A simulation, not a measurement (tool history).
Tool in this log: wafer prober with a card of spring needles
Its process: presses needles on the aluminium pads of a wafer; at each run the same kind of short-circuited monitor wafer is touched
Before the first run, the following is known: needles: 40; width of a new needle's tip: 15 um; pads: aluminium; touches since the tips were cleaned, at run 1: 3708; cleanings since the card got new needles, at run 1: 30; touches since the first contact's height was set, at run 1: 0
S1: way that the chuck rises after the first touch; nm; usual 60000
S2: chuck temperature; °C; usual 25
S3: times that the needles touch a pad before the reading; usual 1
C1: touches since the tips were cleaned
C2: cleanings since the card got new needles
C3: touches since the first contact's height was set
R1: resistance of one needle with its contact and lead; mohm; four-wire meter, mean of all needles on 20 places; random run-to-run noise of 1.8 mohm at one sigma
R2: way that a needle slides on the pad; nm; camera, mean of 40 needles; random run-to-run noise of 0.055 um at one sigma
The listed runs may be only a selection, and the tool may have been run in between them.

run	day	S1	S2	S3	C1	C2	C3	R1	R2
1	0	60000	25	1	3708	30	0	194	16430
# day 0.088: tips cleaned on abrasive film
# day 0.512: tips cleaned on abrasive film
2	0.842	60000	32	1	4203	32	10635	192	16340
# day 0.929: tips cleaned on abrasive film
# day 1.354: tips cleaned on abrasive film
# day 1.775: tips cleaned on abrasive film
# day 2.175: tips cleaned on abrasive film
3	2.5	60000	32	1	4149	36	31627	194	16420
# day 2.588: tips cleaned on abrasive film
# day 3.012: tips cleaned on abrasive film
# day 3.438: tips cleaned on abrasive film
4	3.558	60000	32	1	1546	39	44963	197	16430
# day 3.812: tips cleaned on abrasive film
# day 4.238: tips cleaned on abrasive film
# day 4.654: tips cleaned on abrasive film
5	4.654	60000	32	1	0	42	58821	192	16360
# day 5.075: tips cleaned on abrasive film
# day 5.417: tips cleaned on abrasive film
6	5.625	60000	32	1	2662	44	71110	195	16390
# day 5.788: tips cleaned on abrasive film
# day 6.212: tips cleaned on abrasive film
# day 6.625: tips cleaned on abrasive film
# day 7.042: tips cleaned on abrasive film
# day 7.446: tips cleaned on abrasive film
7	7.446	60000	32	1	0	49	94147	195	16380
# day 7.788: tips cleaned on abrasive film
# day 8.2: tips cleaned on abrasive film
# day 8.625: tips cleaned on abrasive film
8	8.633	60000	32	1	115	52	109145	191	16360
# day 8.975: tips cleaned on abrasive film
# day 9.312: tips cleaned on abrasive film
# day 9.738: tips cleaned on abrasive film
# day 10.158: tips cleaned on abrasive film
9	10.271	60000	32	1	1431	56	129827	196	16210
# day 10.525: tips cleaned on abrasive film
# day 10.938: tips cleaned on abrasive film
# day 11.362: tips cleaned on abrasive film
# day 11.788: tips cleaned on abrasive film
10	11.971	60000	32	1	2351	60	151341	194	16280
# day 12.142: tips cleaned on abrasive film
# day 12.479: height of the first contact set anew
# day 12.567: tips cleaned on abrasive film
# day 12.925: tips cleaned on abrasive film
11	12.925	60000	32	1	0	63	5608	193	16420
# day 13.35: tips cleaned on abrasive film
# day 13.688: tips cleaned on abrasive film
# day 14.112: tips cleaned on abrasive film
12	14.25	60000	32	1	1751	66	22362	196	16270
# day 14.504: tips cleaned on abrasive film
# day 14.929: tips cleaned on abrasive film
# day 15.354: tips cleaned on abrasive film
13	15.554	60000	25	1	2596	69	38892	193	16360
# day 15.729: tips cleaned on abrasive film
# day 16.142: tips cleaned on abrasive film
# day 16.479: tips cleaned on abrasive film
14	16.483	60000	25	1	18	72	50569	191	16330
# day 16.904: tips cleaned on abrasive film
# day 17.329: tips cleaned on abrasive film
# day 17.742: tips cleaned on abrasive film
# day 18.162: tips cleaned on abrasive film
15	18.3	60000	120	2	1798	76	73610	220	16270
# day 18.558: tips cleaned on abrasive film
# day 18.896: tips cleaned on abrasive film
# day 19.317: tips cleaned on abrasive film
# day 19.733: tips cleaned on abrasive film
16	20.021	44000	97	1	3663	80	95333	225	11930
# day 20.108: tips cleaned on abrasive film
# day 20.529: tips cleaned on abrasive film
# day 20.946: tips cleaned on abrasive film
# day 21.296: tips cleaned on abrasive film
17	21.296	73000	30	1	0	84	111444	184	19740
# day 21.708: tips cleaned on abrasive film
# day 22.133: tips cleaned on abrasive film
# day 22.475: tips cleaned on abrasive film
# day 22.896: tips cleaned on abrasive film
18	22.929	60000	30	2	400	88	132078	195	16270
# day 23.267: tips cleaned on abrasive film
# day 23.671: tips cleaned on abrasive film
19	23.696	60000	30	2	300	90	141779	194	16230
# day 24.021: tips cleaned on abrasive film
# day 24.446: tips cleaned on abrasive film
# day 24.867: tips cleaned on abrasive film
# day 24.962: height of the first contact set anew
# day 25.304: tips cleaned on abrasive film
20	25.438	60000	25	1	1729	94	6001	190	16200
# day 25.696: tips cleaned on abrasive film
# day 26.117: tips cleaned on abrasive film
21	26.233	60000	41	2	1481	96	16057	194	16290
# day 26.488: tips cleaned on abrasive film
# day 26.829: tips cleaned on abrasive film
# day 27.254: tips cleaned on abrasive film
22	27.462	60000	94	2	2664	99	31583	212	16130
# day 27.633: tips cleaned on abrasive film
# day 28.058: tips cleaned on abrasive film
# day 28.479: tips cleaned on abrasive film
# day 28.892: tips cleaned on abrasive film
23	28.892	76000	25	1	0	103	49665	185	20560
# day 29.233: tips cleaned on abrasive film
# day 29.658: tips cleaned on abrasive film
24	29.896	59000	65	1	3045	105	62357	203	15800
# day 30.067: tips cleaned on abrasive film
# day 30.488: tips cleaned on abrasive film
25	30.788	66000	65	2	3826	107	73665	201	17790
# day 30.875: tips cleaned on abrasive film
# day 31.3: tips cleaned on abrasive film
26	31.533	45000	56	3	3030	109	83104	212	12080
# day 31.708: tips cleaned on abrasive film
# day 32.121: tips cleaned on abrasive film
# day 32.546: tips cleaned on abrasive film
# day 32.967: tips cleaned on abrasive film
27	33.175	57000	99	2	2652	113	103858	213	15340

Results per run with the tool's hidden condition removed, run-to-run variation unchanged:
Hidden state at play: debris on the tips, nm; way that the needles fall short of the set height, um; tips' diameter, um; drift of the gauge itself on contact_mohm, %; drift of the gauge itself on scrub_um, %.
run	R2
1	16430
2	16350
3	16440
4	16450
5	16400
6	16430
7	16430
8	16420
9	16280
10	16360
11	16510
12	16360
13	16460
14	16440
15	16390
16	12030
17	19910
18	16420
19	16390
20	16360
21	16460
22	16310
23	20800
24	15990
25	18010
26	12240
27	15550
R1 without the hidden state stays within 1 mohm of what was measured, in all runs.
